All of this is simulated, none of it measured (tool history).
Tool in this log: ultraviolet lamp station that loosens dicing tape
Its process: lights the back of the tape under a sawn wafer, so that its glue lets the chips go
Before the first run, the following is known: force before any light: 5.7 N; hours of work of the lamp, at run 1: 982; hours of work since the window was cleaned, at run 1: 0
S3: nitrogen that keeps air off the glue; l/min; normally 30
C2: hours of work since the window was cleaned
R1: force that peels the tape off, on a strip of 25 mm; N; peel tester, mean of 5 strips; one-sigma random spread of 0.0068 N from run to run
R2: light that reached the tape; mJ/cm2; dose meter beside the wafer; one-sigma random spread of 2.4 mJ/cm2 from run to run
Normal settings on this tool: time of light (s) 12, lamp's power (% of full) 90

{"run": 1, "hour": 0.0, "time of light (s)": 12, "lamp's power (% of full)": 90, "S3": 30, "hours of work of the lamp": 982, "C2": 0, "R1": 0.46, "R2": 194}
{"run": 2, "hour": 37.2, "time of light (s)": 12, "lamp's power (% of full)": 90, "S3": 30, "hours of work of the lamp": 1004, "C2": 22, "R1": 0.448, "R2": 190}
{"run": 3, "hour": 67.0, "time of light (s)": 12, "lamp's power (% of full)": 90, "S3": 30, "hours of work of the lamp": 1022, "C2": 40, "R1": 0.474, "R2": 194}
{"run": 4, "hour": 88.9, "time of light (s)": 12, "lamp's power (% of full)": 90, "S3": 30, "hours of work of the lamp": 1035, "C2": 53, "R1": 0.475, "R2": 190}
{"run": 5, "hour": 118.3, "time of light (s)": 12, "lamp's power (% of full)": 90, "S3": 30, "hours of work of the lamp": 1053, "C2": 71, "R1": 0.495, "R2": 188}
{"run": 6, "hour": 136.1, "time of light (s)": 12, "lamp's power (% of full)": 90, "S3": 48, "hours of work of the lamp": 1063, "C2": 81, "R1": 0.405, "R2": 187}
{"run": 7, "hour": 175.7, "time of light (s)": 12, "lamp's power (% of full)": 90, "S3": 48, "hours of work of the lamp": 1087, "C2": 105, "R1": 0.451, "R2": 183}
{"run": 8, "hour": 202.2, "time of light (s)": 12, "lamp's power (% of full)": 90, "S3": 48, "hours of work of the lamp": 1103, "C2": 121, "R1": 0.46, "R2": 183}
{"run": 9, "hour": 221.7, "time of light (s)": 12, "lamp's power (% of full)": 90, "S3": 48, "hours of work of the lamp": 1114, "C2": 132, "R1": 0.446, "R2": 184}
{"run": 10, "hour": 242.5, "time of light (s)": 22, "lamp's power (% of full)": 90, "S3": 48, "hours of work of the lamp": 1127, "C2": 145, "R1": 0.136, "R2": 326}
{"run": 11, "hour": 282.1, "time of light (s)": 22, "lamp's power (% of full)": 90, "S3": 48, "hours of work of the lamp": 1150, "C2": 168, "R1": 0.142, "R2": 323}
{"run": 12, "hour": 305.3, "time of light (s)": 12, "lamp's power (% of full)": 90, "S3": 56, "hours of work of the lamp": 1164, "C2": 182, "R1": 0.469, "R2": 175}
{"run": 13, "hour": 343.4, "time of light (s)": 12, "lamp's power (% of full)": 90, "S3": 56, "hours of work of the lamp": 1187, "C2": 205, "R1": 0.479, "R2": 171}
{"run": 14, "hour": 363.9, "time of light (s)": 13, "lamp's power (% of full)": 90, "S3": 56, "hours of work of the lamp": 1199, "C2": 217, "R1": 0.422, "R2": 183}
{"hour": 370.7, "done": "window cleaned of glue's vapour"}
{"run": 15, "hour": 392.0, "time of light (s)": 16, "lamp's power (% of full)": 90, "S3": 56, "hours of work of the lamp": 1215, "C2": 13, "R1": 0.295, "R2": 214}
{"run": 16, "hour": 416.2, "time of light (s)": 12, "lamp's power (% of full)": 76, "S3": 56, "hours of work of the lamp": 1230, "C2": 27, "R1": 0.779, "R2": 133}
{"hour": 434.8, "done": "window cleaned of glue's vapour, once more"}
{"run": 17, "hour": 434.8, "time of light (s)": 6, "lamp's power (% of full)": 90, "S3": 27, "hours of work of the lamp": 1241, "C2": 0, "R1": 1.727, "R2": 89}
{"run": 18, "hour": 455.3, "time of light (s)": 6, "lamp's power (% of full)": 90, "S3": 16, "hours of work of the lamp": 1253, "C2": 12, "R1": 1.916, "R2": 91}
{"run": 19, "hour": 495.9, "time of light (s)": 21, "lamp's power (% of full)": 61, "S3": 16, "hours of work of the lamp": 1277, "C2": 36, "R1": 0.543, "R2": 209}
{"run": 20, "hour": 524.1, "time of light (s)": 12, "lamp's power (% of full)": 78, "S3": 16, "hours of work of the lamp": 1294, "C2": 53, "R1": 0.982, "R2": 152}
{"run": 21, "hour": 564.6, "time of light (s)": 6, "lamp's power (% of full)": 90, "S3": 19, "hours of work of the lamp": 1318, "C2": 77, "R1": 2.033, "R2": 88}
{"run": 22, "hour": 583.1, "time of light (s)": 6, "lamp's power (% of full)": 90, "S3": 19, "hours of work of the lamp": 1329, "C2": 88, "R1": 1.975, "R2": 85}
{"run": 23, "hour": 616.4, "time of light (s)": 6, "lamp's power (% of full)": 90, "S3": 19, "hours of work of the lamp": 1349, "C2": 108, "R1": 2.062, "R2": 83}
{"run": 24, "hour": 638.9, "time of light (s)": 6, "lamp's power (% of full)": 90, "S3": 19, "hours of work of the lamp": 1362, "C2": 122, "R1": 2.01, "R2": 82}
{"run": 25, "hour": 661.4, "time of light (s)": 7, "lamp's power (% of full)": 76, "S3": 39, "hours of work of the lamp": 1376, "C2": 135, "R1": 1.809, "R2": 82}

The same runs without the tool's hidden state, with the same run-to-run variation:
Unlogged tool condition in this case: lamp's light, % of a new lamp's; light that the window lets through, % of a clean one's; drift of the gauge itself on peel_n, %; drift of the gauge itself on dose_mj_cm2, %.
run=1 R1=0.234 R2=266
run=2 R1=0.221 R2=265
run=3 R1=0.228 R2=272
run=4 R1=0.222 R2=269
run=5 R1=0.229 R2=268
run=6 R1=0.183 R2=270
run=7 R1=0.199 R2=267
run=8 R1=0.202 R2=270
run=9 R1=0.186 R2=272
run=10 R1=0.103 R2=490
run=11 R1=0.105 R2=492
run=12 R1=0.189 R2=269
run=13 R1=0.19 R2=267
run=14 R1=0.164 R2=289
run=15 R1=0.124 R2=355
run=16 R1=0.267 R2=224
run=17 R1=0.981 R2=133
run=18 R1=1.142 R2=136
run=19 R1=0.22 R2=319
run=20 R1=0.425 R2=235
run=21 R1=1.135 R2=137
run=22 R1=1.095 R2=135
run=23 R1=1.126 R2=134
run=24 R1=1.087 R2=134
run=25 R1=0.901 R2=134

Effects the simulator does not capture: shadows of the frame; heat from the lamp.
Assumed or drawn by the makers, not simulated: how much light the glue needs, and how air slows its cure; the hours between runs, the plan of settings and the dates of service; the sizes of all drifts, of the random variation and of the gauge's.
